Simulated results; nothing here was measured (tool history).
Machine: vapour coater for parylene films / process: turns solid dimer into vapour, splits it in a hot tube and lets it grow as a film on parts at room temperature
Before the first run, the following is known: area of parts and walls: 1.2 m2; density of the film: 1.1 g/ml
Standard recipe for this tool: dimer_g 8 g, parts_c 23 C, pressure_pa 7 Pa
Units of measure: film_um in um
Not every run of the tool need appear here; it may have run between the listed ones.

run,hour,dimer_g,parts_c,pressure_pa,film_um
1,0,8,23,7,4.48
2,13.2,3,23,7,1.66
3,32.8,8,23,7,4.43
4,51.9,3,23,7,1.65
5,67.8,3,23,7,1.65
6,85.4,8,23,3.68,4.62
7,114.2,8,23,7,4.42
8,130.5,8,23,7,4.38
9,147.1,8,23,7,4.33
10,168.5,8,29,7,3.32
11,181.4,8,29,7,3.29
12,205.7,8,29,7,3.23
13,222.4,8,29,7,3.26
14,245.9,8,23,9.57,4.23
15,263.5,8,31,7,2.99
16,288.8,8,31,7,2.95
17,314.4,8,34,7,2.55
18,340.5,8,23,8.75,4.17
19,368.9,8,23,8.75,4.19
20,394.4,7,23,2.78,4
21,416.8,4,24,7,2.04
22,436.6,8,19,10.1,5.04
23,456.7,6,19,10.1,3.77
24,485.4,6,19,10.1,3.75
25,499.7,6,19,6.38,3.84
26,520.3,6,23,3.16,3.33
27,534.9,10,23,7.63,5.19
28,559.6,10,24,7,4.99
29,573,10,24,7,5.01
30,590.9,9,20,8.09,5.41
31,620.3,9,20,8.09,5.37
32,641.9,9,20,8.09,5.4
33,667.8,6,20,8.09,3.55
34,686.5,5,23,11.34,2.53
35,709.3,3,21,11.81,1.66

Alternative continuations, all from the tool just after run 35; predict every row:
A,727,14,27,8.12,?
B,727,4,21,2.28,?
C,727,8,20,5.1,?
D,727,4,21,9.32,?

run,film_um
A,5.92
B,2.42
C,4.8
D,2.25
Without the tool's hidden state the same runs would have given:
run,film_um
A,6.52
B,2.67
C,5.29
D,2.48
